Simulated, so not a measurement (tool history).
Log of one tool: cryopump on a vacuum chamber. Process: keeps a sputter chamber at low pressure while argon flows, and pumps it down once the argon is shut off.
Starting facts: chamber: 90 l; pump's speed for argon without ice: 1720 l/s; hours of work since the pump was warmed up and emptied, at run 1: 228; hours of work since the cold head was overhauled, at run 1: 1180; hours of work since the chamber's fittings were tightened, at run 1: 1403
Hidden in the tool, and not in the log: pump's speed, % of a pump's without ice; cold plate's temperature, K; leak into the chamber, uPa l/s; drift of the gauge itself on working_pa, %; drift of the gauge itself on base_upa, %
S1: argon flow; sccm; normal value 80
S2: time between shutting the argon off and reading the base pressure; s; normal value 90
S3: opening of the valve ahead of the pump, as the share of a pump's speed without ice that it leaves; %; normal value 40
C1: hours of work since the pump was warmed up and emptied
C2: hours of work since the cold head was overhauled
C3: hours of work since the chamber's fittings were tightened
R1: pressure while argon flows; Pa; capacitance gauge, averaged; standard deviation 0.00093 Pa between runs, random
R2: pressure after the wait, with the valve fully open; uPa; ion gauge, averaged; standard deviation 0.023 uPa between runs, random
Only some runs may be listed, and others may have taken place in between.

run 1 day=0.000 | S1=80 S2=90 S3=40 | C1=228 C2=1180 C3=1403 | R1=0.2043 R2=2.69
run 2 day=1.404 | S1=81 S2=90 S3=40 | C1=250 C2=1202 C3=1425 | R1=0.2087 R2=2.74
run 3 day=3.454 | S1=81 S2=90 S3=36 | C1=282 C2=1235 C3=1457 | R1=0.2320 R2=2.84
run 4 day=4.388 | S1=81 S2=90 S3=36 | C1=297 C2=1249 C3=1472 | R1=0.2320 R2=2.90
run 5 day=6.433 | S1=81 S2=90 S3=36 | C1=329 C2=1282 C3=1504 | R1=0.2334 R2=3.03
run 6 day=7.550 | S1=81 S2=90 S3=36 | C1=346 C2=1299 C3=1522 | R1=0.2339 R2=2.96
run 7 day=8.721 | S1=81 S2=90 S3=36 | C1=365 C2=1318 C3=1540 | R1=0.2358 R2=3.07
run 8 day=10.767 | S1=80 S2=90 S3=40 | C1=397 C2=1350 C3=1573 | R1=0.2101 R2=3.18
run 9 day=12.654 | S1=80 S2=45 S3=40 | C1=427 C2=1379 C3=1602 | R1=0.2128 R2=3.89
-- day=13.512 leaking fittings of the chamber tightened, without venting
run 10 day=14.450 | S1=80 S2=45 S3=40 | C1=454 C2=1406 C3=15 | R1=0.2150 R2=1.44
-- day=15.342 pump warmed up, emptied and cooled again
run 11 day=16.146 | S1=80 S2=45 S3=40 | C1=13 C2=1430 C3=38 | R1=0.1973 R2=1.43
run 12 day=17.433 | S1=80 S2=45 S3=40 | C1=33 C2=1450 C3=58 | R1=0.1987 R2=1.37
run 13 day=18.554 | S1=80 S2=45 S3=40 | C1=51 C2=1468 C3=76 | R1=0.2006 R2=1.50
run 14 day=20.596 | S1=80 S2=45 S3=40 | C1=83 C2=1500 C3=108 | R1=0.1989 R2=1.51
run 15 day=22.325 | S1=80 S2=45 S3=40 | C1=110 C2=1527 C3=135 | R1=0.2017 R2=1.56
run 16 day=24.300 | S1=80 S2=45 S3=40 | C1=141 C2=1558 C3=167 | R1=0.2021 R2=1.67
run 17 day=25.721 | S1=80 S2=46 S3=40 | C1=163 C2=1581 C3=189 | R1=0.2047 R2=1.58
run 18 day=26.588 | S1=44 S2=85 S3=40 | C1=177 C2=1594 C3=203 | R1=0.1126 R2=1.13
run 19 day=28.071 | S1=54 S2=90 S3=32 | C1=200 C2=1618 C3=226 | R1=0.1729 R2=1.09
run 20 day=28.925 | S1=107 S2=81 S3=55 | C1=214 C2=1631 C3=239 | R1=0.2043 R2=1.19
run 21 day=30.538 | S1=70 S2=49 S3=23 | C1=239 C2=1656 C3=265 | R1=0.3079 R2=1.65
run 22 day=31.958 | S1=151 S2=45 S3=46 | C1=262 C2=1679 C3=287 | R1=0.3432 R2=1.72
run 23 day=33.638 | S1=77 S2=99 S3=18 | C1=288 C2=1705 C3=314 | R1=0.4316 R2=1.21
run 24 day=35.583 | S1=77 S2=99 S3=18 | C1=319 C2=1736 C3=344 | R1=0.4303 R2=1.28
run 25 day=36.804 | S1=109 S2=125 S3=25 | C1=338 C2=1755 C3=363 | R1=0.4474 R2=1.20
run 26 day=38.321 | S1=109 S2=125 S3=25 | C1=362 C2=1779 C3=387 | R1=0.4481 R2=1.22
run 27 day=39.475 | S1=109 S2=23 S3=35 | C1=380 C2=1797 C3=405 | R1=0.3276 R2=3.11
run 28 day=40.733 | S1=109 S2=23 S3=35 | C1=400 C2=1817 C3=425 | R1=0.3303 R2=3.08
run 29 day=41.988 | S1=109 S2=263 S3=40 | C1=419 C2=1837 C3=445 | R1=0.2890 R2=1.13
run 30 day=43.092 | S1=64 S2=133 S3=40 | C1=437 C2=1854 C3=462 | R1=0.1707 R2=1.39
run 31 day=44.700 | S1=80 S2=55 S3=40 | C1=462 C2=1879 C3=488 | R1=0.2147 R2=1.97
-- day=45.058 pump warmed up, emptied and cooled again
run 32 day=46.179 | S1=46 S2=194 S3=58 | C1=18 C2=1899 C3=508 | R1=0.0795 R2=1.17
run 33 day=47.858 | S1=46 S2=194 S3=58 | C1=44 C2=1926 C3=534 | R1=0.0794 R2=1.16

Measured result minus the same run's result without the hidden state. Both carry the same run-to-run variation, though not necessarily the same gauge scatter:
run=1 R1=+0.0086 R2=+1.96
run=2 R1=+0.0095 R2=+2.01
run=3 R1=+0.0108 R2=+2.12
run=4 R1=+0.0114 R2=+2.14
run=5 R1=+0.0126 R2=+2.27
run=6 R1=+0.0133 R2=+2.24
run=7 R1=+0.0141 R2=+2.33
run=8 R1=+0.0151 R2=+2.43
run=9 R1=+0.0164 R2=+2.52
run=10 R1=+0.0177 R2=+0.08
run=11 R1=+0.0021 R2=+0.07
run=12 R1=+0.0028 R2=+0.09
run=13 R1=+0.0034 R2=+0.12
run=14 R1=+0.0044 R2=+0.17
run=15 R1=+0.0053 R2=+0.21
run=16 R1=+0.0065 R2=+0.27
run=17 R1=+0.0073 R2=+0.29
run=18 R1=+0.0043 R2=+0.32
run=19 R1=+0.0058 R2=+0.35
run=20 R1=+0.0123 R2=+0.37
run=21 R1=+0.0088 R2=+0.43
run=22 R1=+0.0207 R2=+0.44
run=23 R1=+0.0116 R2=+0.50
run=24 R1=+0.0127 R2=+0.56
run=25 R1=+0.0192 R2=+0.59
run=26 R1=+0.0205 R2=+0.64
run=27 R1=+0.0216 R2=+0.68
run=28 R1=+0.0228 R2=+0.70
run=29 R1=+0.0237 R2=+0.74
run=30 R1=+0.0145 R2=+0.81
run=31 R1=+0.0193 R2=+0.85
run=32 R1=+0.0015 R2=+0.71
run=33 R1=+0.0020 R2=+0.74

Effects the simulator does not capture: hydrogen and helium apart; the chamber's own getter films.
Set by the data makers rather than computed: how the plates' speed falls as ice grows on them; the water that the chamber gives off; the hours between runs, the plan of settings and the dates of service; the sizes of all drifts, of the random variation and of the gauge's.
